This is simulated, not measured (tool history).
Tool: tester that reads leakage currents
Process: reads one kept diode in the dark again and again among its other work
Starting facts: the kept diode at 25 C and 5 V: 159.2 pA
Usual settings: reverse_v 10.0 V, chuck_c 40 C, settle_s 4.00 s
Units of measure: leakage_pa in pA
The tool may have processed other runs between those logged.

| run | hour | reverse_v | chuck_c | settle_s | leakage_pa |
|---|---|---|---|---|---|
| 1 | 0.0 | 10.0 | 40 | 4.00 | 673.00 |
| 2 | 31.9 | 10.0 | 21 | 4.00 | 181.69 |
| 3 | 51.0 | 10.2 | 40 | 4.00 | 679.99 |
| 4 | 73.5 | 10.0 | 24 | 4.00 | 223.85 |
| 5 | 88.8 | 10.0 | 40 | 4.00 | 674.31 |
| 6 | 105.4 | 10.0 | 40 | 4.00 | 677.24 |
| 7 | 122.1 | 10.0 | 40 | 4.00 | 674.82 |
| 8 | 154.3 | 10.0 | 40 | 4.00 | 677.69 |
| 9 | 184.7 | 10.0 | 40 | 4.00 | 674.05 |
| 10 | 213.4 | 10.0 | 40 | 4.00 | 676.37 |
| 11 | 234.9 | 10.0 | 40 | 4.00 | 678.22 |
| 12 | 249.9 | 10.0 | 40 | 4.00 | 678.02 |
| 13 | 275.6 | 10.0 | 40 | 1.44 | 677.44 |
| 14 | 296.2 | 10.0 | 40 | 1.44 | 679.79 |
| 15 | 322.3 | 8.6 | 27 | 0.39 | 262.10 |
| 16 | 338.4 | 8.3 | 31 | 2.92 | 335.11 |
| 17 | 358.5 | 10.0 | 40 | 0.52 | 682.47 |
| 18 | 385.1 | 10.0 | 60 | 4.00 | 2458.81 |
| 19 | 417.7 | 10.0 | 33 | 4.00 | 422.48 |
| 20 | 445.6 | 2.9 | 40 | 3.48 | 381.84 |
| 21 | 470.5 | 3.5 | 21 | 3.24 | 108.50 |
| 22 | 494.1 | 10.0 | 27 | 0.72 | 283.77 |
| 23 | 528.2 | 3.6 | 22 | 4.00 | 118.92 |
| 24 | 564.0 | 3.6 | 22 | 4.00 | 119.30 |
| 25 | 583.4 | 3.6 | 22 | 4.00 | 119.10 |
| 26 | 612.2 | 1.9 | 45 | 1.63 | 444.39 |
| 27 | 640.4 | 5.4 | 40 | 0.74 | 513.07 |
| 28 | 673.8 | 2.4 | 44 | 1.18 | 465.99 |

3 ways to go on from here, each from the tool as it stands after run 28. What would each give?
| A | 692.1 | 10.0 | 40 | 0.58 | ? |
| B | 692.1 | 8.1 | 34 | 0.72 | ? |
| C | 692.1 | 10.0 | 40 | 7.99 | ? |

| run | leakage_pa |
|---|---|
| A | 690.92 |
| B | 415.78 |
| C | 685.86 |
Had the tool no hidden state, the same runs would have come out as:
| run | leakage_pa |
|---|---|
| A | 660.38 |
| B | 391.84 |
| C | 655.39 |

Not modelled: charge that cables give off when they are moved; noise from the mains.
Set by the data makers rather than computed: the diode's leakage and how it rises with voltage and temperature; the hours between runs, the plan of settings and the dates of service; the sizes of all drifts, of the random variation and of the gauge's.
